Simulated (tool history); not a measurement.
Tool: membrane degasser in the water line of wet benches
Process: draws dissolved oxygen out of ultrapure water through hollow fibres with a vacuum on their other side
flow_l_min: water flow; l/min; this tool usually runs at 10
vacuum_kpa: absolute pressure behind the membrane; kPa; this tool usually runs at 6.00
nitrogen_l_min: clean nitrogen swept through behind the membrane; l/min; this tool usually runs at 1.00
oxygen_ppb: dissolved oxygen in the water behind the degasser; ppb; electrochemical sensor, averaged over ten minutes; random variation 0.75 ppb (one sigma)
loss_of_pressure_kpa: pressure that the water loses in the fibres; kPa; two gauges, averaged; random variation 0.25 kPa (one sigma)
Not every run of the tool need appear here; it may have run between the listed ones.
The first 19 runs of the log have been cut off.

run 20 hour=808.4 | flow_l_min=9 vacuum_kpa=6.83 nitrogen_l_min=0.47 | oxygen_ppb=155.8 loss_of_pressure_kpa=60.27
run 21 hour=847.5 | flow_l_min=9 vacuum_kpa=6.83 nitrogen_l_min=0.47 | oxygen_ppb=155.2 loss_of_pressure_kpa=59.86
run 22 hour=876.6 | flow_l_min=6 vacuum_kpa=7.98 nitrogen_l_min=2.21 | oxygen_ppb=32.5 loss_of_pressure_kpa=40.06
run 23 hour=913.1 | flow_l_min=7 vacuum_kpa=6.00 nitrogen_l_min=1.00 | oxygen_ppb=47.3 loss_of_pressure_kpa=47.04
run 24 hour=943.5 | flow_l_min=7 vacuum_kpa=6.00 nitrogen_l_min=1.00 | oxygen_ppb=48.0 loss_of_pressure_kpa=47.03
run 25 hour=985.2 | flow_l_min=7 vacuum_kpa=5.91 nitrogen_l_min=1.35 | oxygen_ppb=34.6 loss_of_pressure_kpa=47.10
run 26 hour=1035.3 | flow_l_min=7 vacuum_kpa=5.91 nitrogen_l_min=1.35 | oxygen_ppb=34.6 loss_of_pressure_kpa=46.93
run 27 hour=1064.3 | flow_l_min=12 vacuum_kpa=13.23 nitrogen_l_min=1.35 | oxygen_ppb=212.1 loss_of_pressure_kpa=81.04
run 28 hour=1114.9 | flow_l_min=13 vacuum_kpa=5.38 nitrogen_l_min=1.35 | oxygen_ppb=62.5 loss_of_pressure_kpa=87.27
run 29 hour=1151.2 | flow_l_min=13 vacuum_kpa=5.38 nitrogen_l_min=1.35 | oxygen_ppb=63.5 loss_of_pressure_kpa=87.33
run 30 hour=1176.2 | flow_l_min=13 vacuum_kpa=5.38 nitrogen_l_min=1.35 | oxygen_ppb=62.8 loss_of_pressure_kpa=86.57
run 31 hour=1209.8 | flow_l_min=7 vacuum_kpa=13.75 nitrogen_l_min=1.35 | oxygen_ppb=133.4 loss_of_pressure_kpa=46.90
run 32 hour=1250.5 | flow_l_min=10 vacuum_kpa=6.62 nitrogen_l_min=2.16 | oxygen_ppb=41.1 loss_of_pressure_kpa=66.82
run 33 hour=1295.1 | flow_l_min=10 vacuum_kpa=6.62 nitrogen_l_min=2.16 | oxygen_ppb=40.8 loss_of_pressure_kpa=66.94

3 ways to go on from here, each from the tool as it stands after run 33. What would each give?
run A hour=1329.3 | flow_l_min=10 vacuum_kpa=12.09 nitrogen_l_min=0.90 | oxygen_ppb=? loss_of_pressure_kpa=?
run B hour=1329.3 | flow_l_min=10 vacuum_kpa=6.62 nitrogen_l_min=2.16 | oxygen_ppb=? loss_of_pressure_kpa=?
run C hour=1329.3 | flow_l_min=12 vacuum_kpa=6.36 nitrogen_l_min=1.09 | oxygen_ppb=? loss_of_pressure_kpa=?

run=A oxygen_ppb=230.8 loss_of_pressure_kpa=66.77
run=B oxygen_ppb=41.4 loss_of_pressure_kpa=66.84
run=C oxygen_ppb=89.3 loss_of_pressure_kpa=80.71
Had the tool no hidden state, the same runs would have come out as:
run=A oxygen_ppb=230.6 loss_of_pressure_kpa=66.75
run=B oxygen_ppb=41.3 loss_of_pressure_kpa=66.82
run=C oxygen_ppb=89.2 loss_of_pressure_kpa=80.69

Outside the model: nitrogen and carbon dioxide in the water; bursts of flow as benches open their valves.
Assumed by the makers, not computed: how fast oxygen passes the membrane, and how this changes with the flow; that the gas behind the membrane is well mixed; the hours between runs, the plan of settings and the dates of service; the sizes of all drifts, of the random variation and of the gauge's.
